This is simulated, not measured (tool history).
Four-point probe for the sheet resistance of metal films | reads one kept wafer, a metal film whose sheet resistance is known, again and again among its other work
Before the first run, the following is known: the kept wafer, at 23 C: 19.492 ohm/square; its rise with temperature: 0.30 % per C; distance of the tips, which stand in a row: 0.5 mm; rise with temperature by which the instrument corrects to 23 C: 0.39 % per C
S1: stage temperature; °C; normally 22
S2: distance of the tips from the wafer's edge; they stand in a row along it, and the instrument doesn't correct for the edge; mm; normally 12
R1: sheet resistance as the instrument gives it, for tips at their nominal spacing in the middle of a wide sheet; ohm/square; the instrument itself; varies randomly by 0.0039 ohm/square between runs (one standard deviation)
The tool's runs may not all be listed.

Run 1, hour 0: usual settings. Result: R1 19.526366 ohm/square.
Run 2, hour 118.7: usual settings. Result: R1 19.534312 ohm/square.
Run 3, hour 237.1: usual settings. Result: R1 19.527145 ohm/square.
Run 4, hour 331.4: usual settings. Result: R1 19.528788 ohm/square.
Run 5, hour 447.8: usual settings. Result: R1 19.524313 ohm/square.
Run 6, hour 552.8: usual settings. Result: R1 19.542384 ohm/square.
Run 7, hour 643.7: usual settings. Result: R1 19.528588 ohm/square.
Run 8, hour 782.8: usual settings but S2 6 mm. Result: R1 19.585464 ohm/square.
Run 9, hour 920.5: usual settings. Result: R1 19.531685 ohm/square.
Run 10, hour 985.6: usual settings but S1 32 °C. Result: R1 19.346264 ohm/square.
Run 11, hour 1078.6: usual settings but S1 32 °C. Result: R1 19.338766 ohm/square.
Run 12, hour 1189.4: usual settings but S1 32 °C. Result: R1 19.344703 ohm/square.
Run 13, hour 1336.8: usual settings. Result: R1 19.532568 ohm/square.
Run 14, hour 1422.9: usual settings. Result: R1 19.530523 ohm/square.
Run 15, hour 1513.3: usual settings. Result: R1 19.519 ohm/square.
Run 16, hour 1604.7: usual settings. Result: R1 19.532347 ohm/square.
Run 17, hour 1683.8: usual settings but S1 21 °C. Result: R1 19.542751 ohm/square.
Run 18, hour 1824: usual settings but S1 21 °C. Result: R1 19.541503 ohm/square.
Run 19, hour 1949.9: usual settings but S1 19 °C, S2 9 mm. Result: R1 19.604071 ohm/square.
Run 20, hour 2046.3: usual settings but S1 33 °C. Result: R1 19.326728 ohm/square.
Run 21, hour 2137.8: usual settings but S1 24 °C, S2 11 mm. Result: R1 19.492734 ohm/square.
Run 22, hour 2264: usual settings but S1 26 °C, S2 33 mm. Result: R1 19.447249 ohm/square.
Run 23, hour 2386: usual settings but S1 34 °C, S2 8 mm. Result: R1 19.336522 ohm/square.
Run 24, hour 2519.4: usual settings but S1 25 °C, S2 8 mm. Result: R1 19.487477 ohm/square.
Run 25, hour 2609.6: usual settings but S1 25 °C, S2 8 mm. Result: R1 19.489443 ohm/square.

The next listed run, before its measurement:
Run 26, hour 2688.9: usual settings but S1 28 °C, S2 40 mm. Result: R1 ?.

{"run 26": {"R1": 19.404915}}
With the hidden condition absent and the run-to-run variation left alone, this run would have shown R1 19.406029 ohm/square.
